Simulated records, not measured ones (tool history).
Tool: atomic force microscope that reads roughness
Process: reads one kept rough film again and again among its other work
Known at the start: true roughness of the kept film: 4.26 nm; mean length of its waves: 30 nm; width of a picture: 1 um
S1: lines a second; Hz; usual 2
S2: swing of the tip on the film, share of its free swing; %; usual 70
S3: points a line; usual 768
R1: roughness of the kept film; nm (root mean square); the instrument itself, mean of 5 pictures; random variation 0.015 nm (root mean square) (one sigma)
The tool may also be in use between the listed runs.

{"run": 1, "hour": 0.0, "S1": 2, "S2": 70, "S3": 768, "R1": 3.295}
{"run": 2, "hour": 16.9, "S1": 2, "S2": 70, "S3": 768, "R1": 3.222}
{"run": 3, "hour": 34.6, "S1": 0.76, "S2": 70, "S3": 768, "R1": 3.371}
{"run": 4, "hour": 45.3, "S1": 0.76, "S2": 70, "S3": 768, "R1": 3.336}
{"run": 5, "hour": 57.4, "S1": 0.76, "S2": 70, "S3": 768, "R1": 3.312}
{"run": 6, "hour": 75.5, "S1": 2, "S2": 64, "S3": 768, "R1": 3.162}
{"run": 7, "hour": 83.5, "S1": 2, "S2": 64, "S3": 768, "R1": 3.14}
{"run": 8, "hour": 99.1, "S1": 2, "S2": 64, "S3": 768, "R1": 3.122}
{"run": 9, "hour": 110.7, "S1": 2, "S2": 64, "S3": 768, "R1": 3.064}
{"run": 10, "hour": 126.2, "S1": 2, "S2": 64, "S3": 768, "R1": 3.044}
{"run": 11, "hour": 135.4, "S1": 2, "S2": 64, "S3": 768, "R1": 3.014}
{"run": 12, "hour": 150.6, "S1": 3.15, "S2": 70, "S3": 768, "R1": 2.736}
{"run": 13, "hour": 168.6, "S1": 3.15, "S2": 70, "S3": 768, "R1": 2.703}
{"run": 14, "hour": 179.4, "S1": 2, "S2": 70, "S3": 768, "R1": 2.83}
{"hour": 183.0, "done": "new tip fitted"}
{"run": 15, "hour": 190.0, "S1": 1.34, "S2": 68, "S3": 901, "R1": 3.648}
{"run": 16, "hour": 200.0, "S1": 1.34, "S2": 68, "S3": 901, "R1": 3.587}
{"run": 17, "hour": 209.3, "S1": 2.15, "S2": 77, "S3": 768, "R1": 3.25}
{"run": 18, "hour": 218.8, "S1": 0.8, "S2": 81, "S3": 564, "R1": 3.486}
{"run": 19, "hour": 234.2, "S1": 2.44, "S2": 70, "S3": 448, "R1": 3.259}
{"run": 20, "hour": 243.1, "S1": 2.13, "S2": 70, "S3": 361, "R1": 3.296}
{"run": 21, "hour": 257.8, "S1": 1.19, "S2": 70, "S3": 740, "R1": 3.477}
{"run": 22, "hour": 273.0, "S1": 1.19, "S2": 70, "S3": 740, "R1": 3.388}
{"run": 23, "hour": 282.6, "S1": 1.19, "S2": 70, "S3": 740, "R1": 3.37}
{"run": 24, "hour": 301.3, "S1": 2.33, "S2": 80, "S3": 845, "R1": 2.93}
{"run": 25, "hour": 320.1, "S1": 2.33, "S2": 80, "S3": 342, "R1": 2.847}
{"run": 26, "hour": 331.0, "S1": 1.7, "S2": 71, "S3": 614, "R1": 3.138}
{"run": 27, "hour": 347.3, "S1": 1.7, "S2": 71, "S3": 614, "R1": 3.093}
{"run": 28, "hour": 355.4, "S1": 2.21, "S2": 60, "S3": 321, "R1": 3.138}

5 ways to go on from here, each from the tool as it stands after run 28. What would each give?
{"run": "A", "hour": 365.7, "S1": 2.9, "S2": 67, "S3": 316, "R1": "?"}
{"run": "B", "hour": 365.7, "S1": 0.66, "S2": 70, "S3": 768, "R1": "?"}
{"run": "C", "hour": 365.7, "S1": 1.76, "S2": 67, "S3": 497, "R1": "?"}
{"run": "D", "hour": 365.7, "S1": 2.21, "S2": 67, "S3": 321, "R1": "?"}
{"run": "E", "hour": 365.7, "S1": 2.21, "S2": 61, "S3": 640, "R1": "?"}

run=A R1=2.939
run=B R1=3.235
run=C R1=3.089
run=D R1=3.027
run=E R1=3.111
Without the tool's hidden state the same runs would have given:
run=A R1=3.429
run=B R1=3.773
run=C R1=3.603
run=D R1=3.531
run=E R1=3.629
